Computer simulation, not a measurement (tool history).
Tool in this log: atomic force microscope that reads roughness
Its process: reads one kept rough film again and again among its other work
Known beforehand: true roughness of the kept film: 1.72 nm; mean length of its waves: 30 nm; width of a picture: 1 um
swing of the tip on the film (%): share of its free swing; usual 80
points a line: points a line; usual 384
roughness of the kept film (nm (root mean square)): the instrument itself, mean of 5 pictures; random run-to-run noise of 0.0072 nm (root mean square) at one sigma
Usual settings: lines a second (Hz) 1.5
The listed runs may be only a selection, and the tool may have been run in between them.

| run | hour | lines a second (Hz) | swing of the tip on the film (%) | points a line | roughness of the kept film (nm (root mean square)) |
|---|---|---|---|---|---|
| 1 | 0 | 1.5 | 80 | 384 | 1.42 |
| 2 | 6.9 | 1.1 | 80 | 384 | 1.46 |
| 3 | 20 | 1.1 | 80 | 384 | 1.451 |
| 4 | 31.3 | 1.1 | 80 | 384 | 1.443 |
| 5 | 39.6 | 1.1 | 80 | 384 | 1.439 |
| 6 | 49.8 | 1.1 | 80 | 384 | 1.414 |
| 7 | 60.8 | 1.5 | 80 | 362 | 1.387 |
| 8 | 75.5 | 1.5 | 80 | 362 | 1.358 |
| 9 | 83.3 | 1.5 | 80 | 362 | 1.356 |
| 10 | 97.8 | 1.5 | 80 | 362 | 1.352 |
| 11 | 110.8 | 1.5 | 80 | 362 | 1.344 |
| 12 | 119.2 | 1.5 | 80 | 362 | 1.337 |
| 13 | 129.7 | 2.01 | 80 | 384 | 1.279 |
|  | 134.6 | new tip fitted |
| 14 | 137.1 | 1.5 | 80 | 384 | 1.485 |
| 15 | 144.7 | 1.5 | 80 | 384 | 1.48 |
| 16 | 155.1 | 0.68 | 80 | 384 | 1.548 |
| 17 | 164.4 | 0.68 | 80 | 384 | 1.517 |
| 18 | 171.4 | 1.5 | 80 | 384 | 1.446 |
| 19 | 181.3 | 2.62 | 80 | 856 | 1.382 |
| 20 | 193.9 | 0.79 | 76 | 268 | 1.491 |
| 21 | 204.3 | 0.8 | 80 | 384 | 1.478 |
| 22 | 218.9 | 3.08 | 62 | 475 | 1.437 |
| 23 | 226.2 | 3.08 | 70 | 285 | 1.365 |
| 24 | 240.8 | 0.57 | 65 | 384 | 1.5 |
| 25 | 254.9 | 0.57 | 65 | 384 | 1.468 |
| 26 | 265.1 | 2.18 | 64 | 675 | 1.424 |
| 27 | 278.3 | 0.5 | 56 | 363 | 1.46 |
| 28 | 293.8 | 0.5 | 56 | 363 | 1.441 |
| 29 | 303.8 | 0.5 | 56 | 363 | 1.441 |
|  | 311.3 | new tip fitted |
| 30 | 311.9 | 0.5 | 56 | 578 | 1.619 |
| 31 | 323.4 | 0.5 | 56 | 578 | 1.613 |
| 32 | 331.5 | 0.5 | 56 | 578 | 1.602 |
| 33 | 345.8 | 0.77 | 62 | 620 | 1.572 |
| 34 | 353.1 | 0.58 | 62 | 620 | 1.567 |
| 35 | 368.2 | 0.58 | 62 | 391 | 1.552 |
| 36 | 376.2 | 0.58 | 62 | 391 | 1.536 |

For each run, the measured value with the value that run would have given without the tool's hidden condition subtracted. The run-to-run variation is shared by both, the gauge scatter possibly not:
Hidden state present: radius of the tip, nm; height scale over the true one, %; drift of the gauge itself on roughness_nm, %.
| run | roughness of the kept film (nm (root mean square)) |
|---|---|
| 1 | -0.052 |
| 2 | -0.06 |
| 3 | -0.074 |
| 4 | -0.083 |
| 5 | -0.091 |
| 6 | -0.1 |
| 7 | -0.108 |
| 8 | -0.121 |
| 9 | -0.128 |
| 10 | -0.141 |
| 11 | -0.153 |
| 12 | -0.159 |
| 13 | -0.162 |
| 14 | -0.002 |
| 15 | -0.011 |
| 16 | -0.022 |
| 17 | -0.032 |
| 18 | -0.038 |
| 19 | -0.045 |
| 20 | -0.062 |
| 21 | -0.074 |
| 22 | -0.087 |
| 23 | -0.087 |
| 24 | -0.111 |
| 25 | -0.124 |
| 26 | -0.13 |
| 27 | -0.147 |
| 28 | -0.162 |
| 29 | -0.171 |
| 30 | +0.002 |
| 31 | -0.011 |
| 32 | -0.019 |
| 33 | -0.035 |
| 34 | -0.043 |
| 35 | -0.058 |
| 36 | -0.066 |

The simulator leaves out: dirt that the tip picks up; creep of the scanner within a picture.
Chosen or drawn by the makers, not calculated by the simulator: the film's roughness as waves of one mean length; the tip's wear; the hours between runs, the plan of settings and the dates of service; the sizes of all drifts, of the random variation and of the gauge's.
